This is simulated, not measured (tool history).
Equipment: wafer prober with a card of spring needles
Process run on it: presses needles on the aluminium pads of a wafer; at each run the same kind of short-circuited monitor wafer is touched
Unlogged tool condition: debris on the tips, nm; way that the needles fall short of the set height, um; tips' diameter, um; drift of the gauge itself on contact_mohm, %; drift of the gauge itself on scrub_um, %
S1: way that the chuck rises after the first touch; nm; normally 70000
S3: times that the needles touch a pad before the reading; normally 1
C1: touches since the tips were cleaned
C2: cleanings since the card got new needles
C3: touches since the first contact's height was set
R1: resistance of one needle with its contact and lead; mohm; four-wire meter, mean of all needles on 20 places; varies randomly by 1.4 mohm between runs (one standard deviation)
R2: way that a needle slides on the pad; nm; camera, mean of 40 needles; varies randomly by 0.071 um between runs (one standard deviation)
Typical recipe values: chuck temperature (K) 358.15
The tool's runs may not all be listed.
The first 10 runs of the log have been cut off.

{"hour": 63.9, "done": "tips cleaned on abrasive film"}
{"run": 11, "hour": 67.8, "S1": 70000, "chuck temperature (K)": 358.15, "S3": 1, "C1": 1444, "C2": 37, "C3": 169310, "R1": 146, "R2": 10850}
{"run": 12, "hour": 72.5, "S1": 70000, "chuck temperature (K)": 358.15, "S3": 1, "C1": 3145, "C2": 37, "C3": 171011, "R1": 150, "R2": 10670}
{"hour": 74.6, "done": "tips cleaned on abrasive film"}
{"run": 13, "hour": 80.8, "S1": 70000, "chuck temperature (K)": 358.15, "S3": 1, "C1": 2287, "C2": 38, "C3": 174039, "R1": 149, "R2": 10620}
{"hour": 85.6, "done": "tips cleaned on abrasive film"}
{"run": 14, "hour": 89.4, "S1": 70000, "chuck temperature (K)": 358.15, "S3": 1, "C1": 1408, "C2": 39, "C3": 177148, "R1": 142, "R2": 10650}
{"hour": 96.6, "done": "tips cleaned on abrasive film"}
{"run": 15, "hour": 99.0, "S1": 70000, "chuck temperature (K)": 358.15, "S3": 1, "C1": 891, "C2": 40, "C3": 180617, "R1": 141, "R2": 10650}
{"run": 16, "hour": 106.2, "S1": 70000, "chuck temperature (K)": 358.15, "S3": 1, "C1": 3507, "C2": 40, "C3": 183233, "R1": 155, "R2": 10490}
{"hour": 107.2, "done": "height of the first contact set anew"}
{"hour": 107.7, "done": "tips cleaned on abrasive film"}
{"run": 17, "hour": 115.5, "S1": 86000, "chuck temperature (K)": 388.15, "S3": 2, "C1": 2854, "C2": 41, "C3": 3007, "R1": 138, "R2": 12780}
{"hour": 118.6, "done": "tips cleaned on abrasive film"}
{"run": 18, "hour": 125.4, "S1": 74000, "chuck temperature (K)": 386.15, "S3": 2, "C1": 2484, "C2": 42, "C3": 6582, "R1": 145, "R2": 10890}
{"hour": 129.2, "done": "tips cleaned on abrasive film"}
{"hour": 132.9, "done": "height of the first contact set anew, once more"}
{"run": 19, "hour": 134.6, "S1": 75000, "chuck temperature (K)": 312.15, "S3": 2, "C1": 1864, "C2": 43, "C3": 629, "R1": 132, "R2": 12020}
{"run": 20, "hour": 139.4, "S1": 75000, "chuck temperature (K)": 312.15, "S3": 2, "C1": 3631, "C2": 43, "C3": 2396, "R1": 134, "R2": 12180}
{"hour": 140.3, "done": "tips cleaned on abrasive film"}
{"run": 21, "hour": 144.3, "S1": 75000, "chuck temperature (K)": 312.15, "S3": 2, "C1": 1452, "C2": 44, "C3": 4130, "R1": 131, "R2": 12100}
{"hour": 151.0, "done": "tips cleaned on abrasive film"}
{"run": 22, "hour": 153.0, "S1": 52000, "chuck temperature (K)": 302.15, "S3": 3, "C1": 730, "C2": 45, "C3": 7295, "R1": 129, "R2": 8370}
{"run": 23, "hour": 161.5, "S1": 53000, "chuck temperature (K)": 301.15, "S3": 1, "C1": 3819, "C2": 45, "C3": 10384, "R1": 167, "R2": 8610}
{"hour": 162.4, "done": "tips cleaned on abrasive film"}
{"run": 24, "hour": 171.2, "S1": 53000, "chuck temperature (K)": 301.15, "S3": 1, "C1": 3214, "C2": 46, "C3": 13899, "R1": 164, "R2": 8440}
{"hour": 173.6, "done": "tips cleaned on abrasive film"}
{"run": 25, "hour": 179.6, "S1": 53000, "chuck temperature (K)": 301.15, "S3": 1, "C1": 2192, "C2": 47, "C3": 16938, "R1": 161, "R2": 8390}
{"hour": 184.7, "done": "tips cleaned on abrasive film"}
{"run": 26, "hour": 187.3, "S1": 53000, "chuck temperature (K)": 301.15, "S3": 1, "C1": 946, "C2": 48, "C3": 19706, "R1": 143, "R2": 8510}
{"run": 27, "hour": 194.2, "S1": 53000, "chuck temperature (K)": 301.15, "S3": 1, "C1": 3493, "C2": 48, "C3": 22253, "R1": 166, "R2": 8370}
{"hour": 195.7, "done": "tips cleaned on abrasive film"}
{"run": 28, "hour": 201.9, "S1": 75000, "chuck temperature (K)": 352.15, "S3": 3, "C1": 2290, "C2": 49, "C3": 25032, "R1": 129, "R2": 12170}
{"hour": 206.8, "done": "tips cleaned on abrasive film"}
{"run": 29, "hour": 208.3, "S1": 75000, "chuck temperature (K)": 306.15, "S3": 3, "C1": 546, "C2": 50, "C3": 27331, "R1": 124, "R2": 11950}
{"run": 30, "hour": 213.5, "S1": 75000, "chuck temperature (K)": 306.15, "S3": 3, "C1": 2425, "C2": 50, "C3": 29210, "R1": 126, "R2": 11940}
{"hour": 218.0, "done": "tips cleaned on abrasive film"}
{"run": 31, "hour": 218.2, "S1": 59000, "chuck temperature (K)": 358.15, "S3": 1, "C1": 79, "C2": 51, "C3": 30909, "R1": 135, "R2": 9430}
{"run": 32, "hour": 223.7, "S1": 58000, "chuck temperature (K)": 386.15, "S3": 1, "C1": 2096, "C2": 51, "C3": 32926, "R1": 161, "R2": 9330}

Here are 5 independent what-if runs from the current tool condition. What would each one return?
{"hour": 229.3, "done": "tips cleaned on abrasive film"}
{"run": "A", "hour": 229.3, "S1": 58000, "chuck temperature (K)": 386.15, "S3": 1, "C1": 0, "C2": 52, "C3": 34935, "R1": "?", "R2": "?"}
{"hour": 229.3, "done": "tips cleaned on abrasive film"}
{"run": "B", "hour": 229.3, "S1": 71000, "chuck temperature (K)": 343.15, "S3": 1, "C1": 0, "C2": 52, "C3": 34935, "R1": "?", "R2": "?"}
{"hour": 229.3, "done": "tips cleaned on abrasive film"}
{"run": "C", "hour": 229.3, "S1": 84000, "chuck temperature (K)": 358.15, "S3": 1, "C1": 0, "C2": 52, "C3": 34935, "R1": "?", "R2": "?"}
{"hour": 229.3, "done": "tips cleaned on abrasive film"}
{"run": "D", "hour": 229.3, "S1": 70000, "chuck temperature (K)": 358.15, "S3": 1, "C1": 0, "C2": 52, "C3": 34935, "R1": "?", "R2": "?"}
{"hour": 229.3, "done": "tips cleaned on abrasive film"}
{"run": "E", "hour": 229.3, "S1": 70000, "chuck temperature (K)": 358.15, "S3": 3, "C1": 0, "C2": 52, "C3": 34935, "R1": "?", "R2": "?"}

run=A R1=140 R2=9280
run=B R1=130 R2=11240
run=C R1=125 R2=13390
run=D R1=131 R2=11170
run=E R1=129 R2=11200
The same runs, with their run-to-run variation unchanged, on a tool lacking any hidden condition would have given:
run=A R1=134 R2=9420
run=B R1=125 R2=11370
run=C R1=122 R2=13530
run=D R1=127 R2=11310
run=E R1=127 R2=11340
